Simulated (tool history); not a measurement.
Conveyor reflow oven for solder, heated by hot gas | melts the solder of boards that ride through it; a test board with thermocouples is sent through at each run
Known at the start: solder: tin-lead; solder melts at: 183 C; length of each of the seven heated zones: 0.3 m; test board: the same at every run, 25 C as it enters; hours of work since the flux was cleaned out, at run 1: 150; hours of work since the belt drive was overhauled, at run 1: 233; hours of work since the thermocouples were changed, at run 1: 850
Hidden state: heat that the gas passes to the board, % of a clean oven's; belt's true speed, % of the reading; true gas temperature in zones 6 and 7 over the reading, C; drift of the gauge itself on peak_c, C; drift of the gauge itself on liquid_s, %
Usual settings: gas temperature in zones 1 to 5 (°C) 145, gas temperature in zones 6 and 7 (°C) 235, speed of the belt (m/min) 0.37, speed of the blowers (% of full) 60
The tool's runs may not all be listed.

run     day  gas temperature in zones 1 to 5 (°C)  gas temperature in zones 6 and 7 (°C)  speed of the belt (m/min)  speed of the blowers (% of full)  hours of work since the flux was cleaned out  hours of work since the belt drive was overhauled  hours of work since the thermocouples were changed  highest temperature of the board (°C)  time above the solder's melting point (s)
  1       0                                   145                                    235                       0.37                                60                                           150                                                233                                                 850                                  214.3                                       72.6
      1.042  -- flux residue cleaned out of gas plates and filters
  2   1.904                                   145                                    235                      0.355                                60                                            15                                                262                                                 880                                  216.6                                       79.4
  3   4.067                                   145                                    235                      0.355                                60                                            53                                                300                                                 918                                  216.2                                       79.1
      5.146  -- thermocouples of zones 6 and 7 changed
  4   6.333                                   145                                    235                       0.37                                60                                            91                                                339                                                  21                                    217                                       75.9
  5   8.192                                   145                                    235                       0.37                                60                                           124                                                371                                                  53                                  216.4                                       75.4
  6  10.112                                   145                                    232                       0.37                                60                                           158                                                405                                                  87                                  213.6                                       72.5
     10.767  -- flux residue cleaned out of gas plates and filters
  7  11.675                                   145                                    242                       0.37                                60                                            16                                                429                                                 111                                  223.3                                       82.4
  8  14.117                                   145                                    242                       0.37                                60                                            59                                                471                                                 154                                  222.7                                       81.8
  9  16.438                                   145                                    242                       0.37                                60                                            99                                                512                                                 194                                  222.4                                         81
 10  19.079                                   145                                    242                       0.37                                60                                           146                                                559                                                 241                                  221.3                                       80.8
     20.504  -- flux residue cleaned out of gas plates and filters
 11  21.683                                   145                                    242                       0.37                                60                                            21                                                601                                                 283                                  222.7                                         82
     22.054  -- belt drive overhauled, speed set with a stopwatch
 12  23.783                                   145                                    235                       0.37                                60                                            55                                                 30                                                 317                                  216.1                                       76.2
 13  25.329                                   145                                    235                       0.37                                60                                            82                                                 57                                                 344                                  215.6                                       75.9
 14  27.696                                   145                                    235                       0.32                                60                                           123                                                 99                                                 385                                  220.2                                       93.4
 15  29.033                                   145                                    235                       0.32                                60                                           147                                                122                                                 409                                  219.7                                       93.2
     30.412  -- flux residue cleaned out of gas plates and filters
 16  32.192                                   145                                    246                       0.37                                56                                            31                                                174                                                 461                                  224.5                                       84.2
 17  33.875                                   145                                    246                       0.37                                56                                            61                                                204                                                 490                                  224.8                                       83.9
 18  36.008                                   145                                    228                       0.37                                56                                            98                                                241                                                 528                                  208.7                                       67.4
 19  37.725                                   159                                    236                      0.351                                70                                           128                                                271                                                 558                                  221.8                                       95.3
     40.254  -- flux residue cleaned out of gas plates and filters
 20   40.65                                   145                                    235                      0.364                                87                                             7                                                319                                                 605                                  221.1                                       83.9
       41.9  -- belt drive overhauled, speed set with a stopwatch, once more
 21   43.95                                   145                                    235                      0.364                                87                                            62                                                 36                                                 660                                    220                                       81.1
 22  46.504                                   145                                    235                      0.312                                60                                           107                                                 81                                                 705                                  219.6                                       94.5
 23  48.521                                   145                                    235                      0.312                                60                                           142                                                116                                                 741                                  219.1                                       94.3
     50.025  -- flux residue cleaned out of gas plates and filters
 24  51.333                                   145                                    242                      0.401                                60                                            23                                                162                                                 786                                  218.1                                       70.3
 25  54.308                                   145                                    242                      0.401                                60                                            75                                                214                                                 839                                  217.1                                       70.1
 26  55.867                                   131                                    235                      0.361                                60                                           102                                                241                                                 866                                    212                                       65.8
 27  59.133                                   131                                    235                      0.361                                60                                           160                                                299                                                 923                                  211.3                                       64.9
     59.754  -- flux residue cleaned out of gas plates and filters
     60.038  -- thermocouples of zones 6 and 7 changed
 28  61.254                                   131                                    225                      0.361                                61                                            25                                                331                                                  21                                  207.6                                       60.1
 29      64                                   139                                    235                       0.31                                60                                            73                                                379                                                  69                                  221.9                                       94.2

How the hidden state differs across the entries between the runs, from the last listed run before each to the first after it:
Between runs 1 and 2: flux residue cleaned out of gas plates and filters (day 1.042)
  heat that the gas passes to the board, % of a clean oven's: 94 -> 99.4; belt's true speed, % of the reading: 99.56 -> 99.49; true gas temperature in zones 6 and 7 over the reading, C: -2.65 -> -2.77
  measured less the result without the state, highest temperature of the board (°C): -3.4 -> -2.4; time above the solder's melting point (s): -3.4 -> -2
Between runs 3 and 4: thermocouples of zones 6 and 7 changed (day 5.146)
  heat that the gas passes to the board, % of a clean oven's: 97.8 -> 96.3; belt's true speed, % of the reading: 99.42 -> 99.34; true gas temperature in zones 6 and 7 over the reading, C: -2.89 -> -0.44
  measured less the result without the state, highest temperature of the board (°C): -2.8 -> -0.9; time above the solder's melting point (s): -2.3 -> -0.5
Between runs 6 and 7: flux residue cleaned out of gas plates and filters (day 10.767)
  heat that the gas passes to the board, % of a clean oven's: 93.6 -> 99.1; belt's true speed, % of the reading: 99.21 -> 99.16; true gas temperature in zones 6 and 7 over the reading, C: -0.68 -> -0.77
  measured less the result without the state, highest temperature of the board (°C): -1.7 -> -0.6; time above the solder's melting point (s): -1.5 -> +0.3
Between runs 10 and 11: flux residue cleaned out of gas plates and filters (day 20.504)
  heat that the gas passes to the board, % of a clean oven's: 93.8 -> 98.3; belt's true speed, % of the reading: 98.9 -> 98.82; true gas temperature in zones 6 and 7 over the reading, C: -1.24 -> -1.39
  measured less the result without the state, highest temperature of the board (°C): -2.1 -> -1.2; time above the solder's melting point (s): -1 -> +0.1
Between runs 11 and 12: belt drive overhauled, speed set with a stopwatch (day 22.054)
  heat that the gas passes to the board, % of a clean oven's: 98.3 -> 96.9; belt's true speed, % of the reading: 98.82 -> 98.46; true gas temperature in zones 6 and 7 over the reading, C: -1.39 -> -1.51
  measured less the result without the state, highest temperature of the board (°C): -1.2 -> -1.5; time above the solder's melting point (s): +0.1 -> -0.2
Between runs 15 and 16: flux residue cleaned out of gas plates and filters (day 30.412)
  heat that the gas passes to the board, % of a clean oven's: 93.3 -> 98.1; belt's true speed, % of the reading: 98.27 -> 98.16; true gas temperature in zones 6 and 7 over the reading, C: -1.84 -> -2.03
  measured less the result without the state, highest temperature of the board (°C): -2.4 -> -1.5; time above the solder's melting point (s): -0.8 -> +0.4
Between runs 19 and 20: flux residue cleaned out of gas plates and filters (day 40.254)
  heat that the gas passes to the board, % of a clean oven's: 94.1 -> 99.7; belt's true speed, % of the reading: 97.97 -> 97.89; true gas temperature in zones 6 and 7 over the reading, C: -2.37 -> -2.54
  measured less the result without the state, highest temperature of the board (°C): -2.6 -> -1.9; time above the solder's melting point (s): -0.1 -> +0.5
Between runs 20 and 21: belt drive overhauled, speed set with a stopwatch, once more (day 41.9)
  heat that the gas passes to the board, % of a clean oven's: 99.7 -> 97.6; belt's true speed, % of the reading: 97.89 -> 99.84; true gas temperature in zones 6 and 7 over the reading, C: -2.54 -> -2.73
  measured less the result without the state, highest temperature of the board (°C): -1.9 -> -2.9; time above the solder's melting point (s): +0.5 -> -2.3
Between runs 23 and 24: flux residue cleaned out of gas plates and filters (day 50.025)
  heat that the gas passes to the board, % of a clean oven's: 94.7 -> 98.5; belt's true speed, % of the reading: 99.69 -> 99.59; true gas temperature in zones 6 and 7 over the reading, C: -3.02 -> -3.19
  measured less the result without the state, highest temperature of the board (°C): -3.5 -> -2.9; time above the solder's melting point (s): -3.4 -> -2.3
Between runs 27 and 28: flux residue cleaned out of gas plates and filters (day 59.754); thermocouples of zones 6 and 7 changed (day 60.038)
  heat that the gas passes to the board, % of a clean oven's: 93.2 -> 98.8; belt's true speed, % of the reading: 99.32 -> 99.26; true gas temperature in zones 6 and 7 over the reading, C: -3.69 -> -0.05
  measured less the result without the state, highest temperature of the board (°C): -4.5 -> +0; time above the solder's melting point (s): -5.1 -> +0.4
